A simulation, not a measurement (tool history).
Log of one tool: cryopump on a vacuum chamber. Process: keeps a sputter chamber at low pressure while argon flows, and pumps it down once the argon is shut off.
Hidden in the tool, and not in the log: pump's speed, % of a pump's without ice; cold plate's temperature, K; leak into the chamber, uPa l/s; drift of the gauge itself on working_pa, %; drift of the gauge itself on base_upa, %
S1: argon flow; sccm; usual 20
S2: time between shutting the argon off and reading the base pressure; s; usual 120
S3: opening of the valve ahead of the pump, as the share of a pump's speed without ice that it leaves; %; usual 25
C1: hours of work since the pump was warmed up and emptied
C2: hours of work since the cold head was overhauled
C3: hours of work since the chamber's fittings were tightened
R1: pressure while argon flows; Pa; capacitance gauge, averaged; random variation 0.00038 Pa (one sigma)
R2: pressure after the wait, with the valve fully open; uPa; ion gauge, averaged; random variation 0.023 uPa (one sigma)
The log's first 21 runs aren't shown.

{"run": 22, "day": 13.479, "S1": 12, "S2": 62, "S3": 23, "C1": 637, "C2": 637, "C3": 925, "R1": 0.0589, "R2": 1.96}
{"run": 23, "day": 14.021, "S1": 14, "S2": 224, "S3": 16, "C1": 647, "C2": 647, "C3": 936, "R1": 0.0968, "R2": 1.2}
{"run": 24, "day": 14.488, "S1": 14, "S2": 224, "S3": 43, "C1": 656, "C2": 656, "C3": 945, "R1": 0.0378, "R2": 1.27}
{"run": 25, "day": 15.217, "S1": 14, "S2": 224, "S3": 43, "C1": 671, "C2": 671, "C3": 959, "R1": 0.0376, "R2": 1.22}
{"run": 26, "day": 15.958, "S1": 14, "S2": 48, "S3": 22, "C1": 685, "C2": 685, "C3": 974, "R1": 0.0709, "R2": 2.29}
{"run": 27, "day": 16.538, "S1": 14, "S2": 48, "S3": 22, "C1": 696, "C2": 696, "C3": 985, "R1": 0.0716, "R2": 2.37}
{"run": 28, "day": 17.062, "S1": 20, "S2": 226, "S3": 46, "C1": 707, "C2": 707, "C3": 995, "R1": 0.0505, "R2": 1.27}
{"run": 29, "day": 17.504, "S1": 20, "S2": 226, "S3": 46, "C1": 715, "C2": 715, "C3": 1004, "R1": 0.0505, "R2": 1.27}
{"run": 30, "day": 18.308, "S1": 20, "S2": 226, "S3": 46, "C1": 731, "C2": 731, "C3": 1020, "R1": 0.0505, "R2": 1.35}
{"run": 31, "day": 19.158, "S1": 20, "S2": 48, "S3": 22, "C1": 748, "C2": 748, "C3": 1036, "R1": 0.1016, "R2": 2.37}

The next listed run, before its measurement:
{"run": 32, "day": 19.633, "S1": 20, "S2": 48, "S3": 22, "C1": 757, "C2": 757, "C3": 1046, "R1": "?", "R2": "?"}

Run 32 gave R1 0.1024 Pa, R2 2.39 uPa.
Without the tool's hidden state the same run would have given R1 0.0987 Pa, R2 1.54 uPa.
